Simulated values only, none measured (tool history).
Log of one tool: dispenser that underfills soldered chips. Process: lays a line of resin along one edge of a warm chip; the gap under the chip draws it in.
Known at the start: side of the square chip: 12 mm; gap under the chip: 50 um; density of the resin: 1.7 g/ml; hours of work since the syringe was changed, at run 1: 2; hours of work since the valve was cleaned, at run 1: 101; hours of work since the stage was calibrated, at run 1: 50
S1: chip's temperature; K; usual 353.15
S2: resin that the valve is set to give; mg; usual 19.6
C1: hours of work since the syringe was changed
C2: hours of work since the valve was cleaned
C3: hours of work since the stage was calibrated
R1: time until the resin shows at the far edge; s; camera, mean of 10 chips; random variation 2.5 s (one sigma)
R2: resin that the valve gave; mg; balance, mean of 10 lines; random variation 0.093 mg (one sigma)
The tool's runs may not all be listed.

{"run": 1, "hour": 0.0, "S1": 353.15, "S2": 19.6, "C1": 2, "C2": 101, "C3": 50, "R1": 266.9, "R2": 17.91}
{"hour": 6.2, "done": "new syringe of resin"}
{"run": 2, "hour": 7.5, "S1": 353.15, "S2": 19.6, "C1": 1, "C2": 106, "C3": 55, "R1": 253.2, "R2": 18.05}
{"hour": 14.8, "done": "new syringe of resin"}
{"run": 3, "hour": 21.2, "S1": 353.15, "S2": 19.6, "C1": 5, "C2": 116, "C3": 65, "R1": 303.3, "R2": 17.7}
{"hour": 23.3, "done": "new syringe of resin"}
{"hour": 32.0, "done": "new syringe of resin"}
{"run": 4, "hour": 34.1, "S1": 353.15, "S2": 19.6, "C1": 2, "C2": 125, "C3": 74, "R1": 262.8, "R2": 17.62}
{"hour": 40.1, "done": "new syringe of resin"}
{"run": 5, "hour": 46.7, "S1": 365.15, "S2": 19.6, "C1": 5, "C2": 134, "C3": 83, "R1": 205.3, "R2": 17.48}
{"hour": 48.1, "done": "new syringe of resin"}
{"hour": 49.1, "done": "dispensing valve cleaned and set on the balance"}
{"run": 6, "hour": 55.6, "S1": 365.15, "S2": 19.6, "C1": 5, "C2": 5, "C3": 89, "R1": 198.7, "R2": 19.67}
{"hour": 58.0, "done": "new syringe of resin"}
{"run": 7, "hour": 64.4, "S1": 365.15, "S2": 19.6, "C1": 5, "C2": 11, "C3": 95, "R1": 193.9, "R2": 19.63}
{"hour": 66.6, "done": "new syringe of resin"}
{"hour": 74.6, "done": "new syringe of resin"}
{"run": 8, "hour": 76.6, "S1": 365.15, "S2": 19.6, "C1": 1, "C2": 19, "C3": 103, "R1": 176.3, "R2": 19.51}
{"hour": 83.1, "done": "new syringe of resin"}
{"run": 9, "hour": 84.2, "S1": 357.15, "S2": 19.6, "C1": 1, "C2": 25, "C3": 108, "R1": 217.4, "R2": 19.11}
{"hour": 91.3, "done": "new syringe of resin"}
{"run": 10, "hour": 96.9, "S1": 353.15, "S2": 17.3, "C1": 4, "C2": 34, "C3": 118, "R1": 296.9, "R2": 16.83}
{"hour": 99.3, "done": "new syringe of resin"}
{"hour": 107.4, "done": "new syringe of resin"}
{"run": 11, "hour": 110.4, "S1": 353.15, "S2": 17.3, "C1": 2, "C2": 43, "C3": 127, "R1": 274.3, "R2": 16.85}
{"hour": 115.4, "done": "new syringe of resin"}
{"run": 12, "hour": 122.4, "S1": 353.15, "S2": 17.3, "C1": 5, "C2": 52, "C3": 135, "R1": 309.7, "R2": 16.67}
{"hour": 123.8, "done": "new syringe of resin"}
{"hour": 132.0, "done": "new syringe of resin"}
{"run": 13, "hour": 132.0, "S1": 355.15, "S2": 22.8, "C1": 0, "C2": 58, "C3": 142, "R1": 219.4, "R2": 21.8}
{"run": 14, "hour": 138.5, "S1": 340.15, "S2": 19.4, "C1": 5, "C2": 63, "C3": 147, "R1": 473.1, "R2": 18.39}
{"hour": 140.1, "done": "new syringe of resin"}
{"run": 15, "hour": 144.5, "S1": 353.15, "S2": 23.1, "C1": 3, "C2": 67, "C3": 151, "R1": 275.6, "R2": 21.97}
{"hour": 148.9, "done": "new syringe of resin"}
{"run": 16, "hour": 154.9, "S1": 353.15, "S2": 23.1, "C1": 4, "C2": 75, "C3": 158, "R1": 291.5, "R2": 21.85}
{"hour": 157.6, "done": "new syringe of resin"}
{"run": 17, "hour": 163.0, "S1": 352.15, "S2": 17.5, "C1": 4, "C2": 80, "C3": 164, "R1": 306.1, "R2": 16.36}
{"hour": 165.8, "done": "new syringe of resin"}
{"hour": 173.9, "done": "new syringe of resin"}
{"run": 18, "hour": 174.0, "S1": 339.15, "S2": 18.9, "C1": 0, "C2": 88, "C3": 172, "R1": 409.8, "R2": 17.59}
{"hour": 183.0, "done": "new syringe of resin"}
{"run": 19, "hour": 184.5, "S1": 360.15, "S2": 21.3, "C1": 1, "C2": 95, "C3": 179, "R1": 199.4, "R2": 19.68}
{"hour": 191.2, "done": "new syringe of resin"}
{"run": 20, "hour": 192.0, "S1": 360.15, "S2": 21.3, "C1": 1, "C2": 101, "C3": 184, "R1": 196.4, "R2": 19.48}
{"hour": 199.1, "done": "new syringe of resin"}
{"run": 21, "hour": 199.6, "S1": 360.15, "S2": 21.3, "C1": 0, "C2": 106, "C3": 190, "R1": 194.3, "R2": 19.34}

The same runs without the tool's hidden state, with the same run-to-run variation:
The hidden state here: resin's viscosity, % of fresh resin's; dose that the valve gives, % of what is set; true chip temperature over the reading, C; drift of the gauge itself on fill_s, %; drift of the gauge itself on given_mg, %.
run=1 R1=250.5 R2=19.48
run=2 R1=247.5 R2=19.72
run=3 R1=253.9 R2=19.51
run=4 R1=251.2 R2=19.58
run=5 R1=168.5 R2=19.58
run=6 R1=168.1 R2=19.71
run=7 R1=167.3 R2=19.76
run=8 R1=168.9 R2=19.77
run=9 R1=217.1 R2=19.45
run=10 R1=256.9 R2=17.26
run=11 R1=257.2 R2=17.42
run=12 R1=254.5 R2=17.37
run=13 R1=230.2 R2=22.84
run=14 R1=405.1 R2=19.35
run=15 R1=250.1 R2=23.18
run=16 R1=251.5 R2=23.22
run=17 R1=266.5 R2=17.47
run=18 R1=421.9 R2=18.91
run=19 R1=195.6 R2=21.3
run=20 R1=199.8 R2=21.18
run=21 R1=197.5 R2=21.14
